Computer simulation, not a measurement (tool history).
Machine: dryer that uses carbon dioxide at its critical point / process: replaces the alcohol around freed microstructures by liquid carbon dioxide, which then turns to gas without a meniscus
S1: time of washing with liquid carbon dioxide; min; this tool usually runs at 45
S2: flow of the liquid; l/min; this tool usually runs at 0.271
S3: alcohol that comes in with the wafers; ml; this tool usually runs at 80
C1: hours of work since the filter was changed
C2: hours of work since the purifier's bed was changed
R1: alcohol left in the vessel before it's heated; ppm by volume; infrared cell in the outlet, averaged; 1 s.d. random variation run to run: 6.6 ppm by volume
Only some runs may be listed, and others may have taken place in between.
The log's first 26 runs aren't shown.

run	hour	S1	S2	S3	C1	C2	R1
27	175.3	45	0.282	93	525	160	641
28	183.5	31	0.298	93	528	163	1982
# hour 187.9: inlet filter changed
29	189.6	31	0.298	93	1	165	1075
30	193.5	45	0.271	50	2	167	193
31	198.7	45	0.271	50	4	169	204
32	204.0	46	0.271	80	6	171	280
33	209.6	30	0.236	20	9	173	589
34	217.1	30	0.236	20	12	176	597
35	224.6	33	0.181	41	15	179	1935

Here are 5 independent what-if runs from the current tool condition. What would each one return?
A	233.1	45	0.361	48	18	183	?
B	233.1	60	0.289	85	18	183	?
C	233.1	28	0.191	53	18	183	?
D	233.1	37	0.367	27	18	183	?
E	233.1	56	0.271	73	18	183	?

run	R1
A	48
B	58
C	3156
D	74
E	96
Take away the tool's hidden state, keep each run's random variation, and the runs would have read:
run	R1
A	33
B	43
C	3091
D	59
E	79
